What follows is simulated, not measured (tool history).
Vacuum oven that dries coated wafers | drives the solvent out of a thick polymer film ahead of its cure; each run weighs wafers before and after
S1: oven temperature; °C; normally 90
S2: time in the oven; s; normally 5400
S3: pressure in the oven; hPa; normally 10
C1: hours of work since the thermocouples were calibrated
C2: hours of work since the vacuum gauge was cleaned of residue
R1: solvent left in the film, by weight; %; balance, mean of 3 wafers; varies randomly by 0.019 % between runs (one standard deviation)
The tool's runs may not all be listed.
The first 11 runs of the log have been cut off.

{"run": 12, "hour": 101.4, "S1": 91, "S2": 5400, "S3": 10, "C1": 385, "C2": 282, "R1": 1.32}
{"run": 13, "hour": 111.6, "S1": 95, "S2": 5400, "S3": 10, "C1": 393, "C2": 290, "R1": 0.92}
{"run": 14, "hour": 117.1, "S1": 95, "S2": 5400, "S3": 10, "C1": 398, "C2": 294, "R1": 0.9}
{"run": 15, "hour": 127.6, "S1": 95, "S2": 5400, "S3": 10, "C1": 406, "C2": 302, "R1": 0.89}
{"run": 16, "hour": 133.2, "S1": 90, "S2": 3900, "S3": 10, "C1": 410, "C2": 307, "R1": 2.26}
{"run": 17, "hour": 145.4, "S1": 90, "S2": 3900, "S3": 10, "C1": 420, "C2": 316, "R1": 2.22}
{"run": 18, "hour": 152.8, "S1": 86, "S2": 4020, "S3": 8.2, "C1": 426, "C2": 322, "R1": 2.89}
{"run": 19, "hour": 164.6, "S1": 86, "S2": 4020, "S3": 8.2, "C1": 435, "C2": 332, "R1": 2.83}
{"run": 20, "hour": 174.2, "S1": 91, "S2": 5400, "S3": 14.7, "C1": 443, "C2": 339, "R1": 1.62}
{"run": 21, "hour": 185.3, "S1": 100, "S2": 5400, "S3": 13.2, "C1": 451, "C2": 348, "R1": 0.75}
{"run": 22, "hour": 193.6, "S1": 90, "S2": 6540, "S3": 10, "C1": 458, "C2": 355, "R1": 1.16}
{"run": 23, "hour": 203.4, "S1": 90, "S2": 9300, "S3": 10, "C1": 466, "C2": 362, "R1": 0.88}
{"run": 24, "hour": 213.9, "S1": 77, "S2": 4680, "S3": 22.4, "C1": 474, "C2": 371, "R1": 5.65}
{"run": 25, "hour": 220.6, "S1": 92, "S2": 6720, "S3": 15, "C1": 479, "C2": 376, "R1": 1.28}
{"run": 26, "hour": 233.1, "S1": 90, "S2": 5520, "S3": 17.9, "C1": 489, "C2": 386, "R1": 1.96}
{"run": 27, "hour": 245.2, "S1": 88, "S2": 4020, "S3": 12.9, "C1": 499, "C2": 395, "R1": 2.72}
{"run": 28, "hour": 253.6, "S1": 86, "S2": 6360, "S3": 16.7, "C1": 505, "C2": 402, "R1": 2.25}
{"run": 29, "hour": 262.4, "S1": 86, "S2": 6360, "S3": 16.7, "C1": 512, "C2": 409, "R1": 2.26}
{"run": 30, "hour": 270.9, "S1": 90, "S2": 5400, "S3": 36.5, "C1": 519, "C2": 415, "R1": 3.26}

Estimate the outcome of run 31 from the log above:
{"run": 31, "hour": 282.0, "S1": 76, "S2": 6180, "S3": 36.5, "C1": 528, "C2": 424, "R1": "?"}

Run 31 yielded R1 6.52 %.
With the hidden condition absent and the run-to-run variation left alone, this run would have shown R1 6.74 %.

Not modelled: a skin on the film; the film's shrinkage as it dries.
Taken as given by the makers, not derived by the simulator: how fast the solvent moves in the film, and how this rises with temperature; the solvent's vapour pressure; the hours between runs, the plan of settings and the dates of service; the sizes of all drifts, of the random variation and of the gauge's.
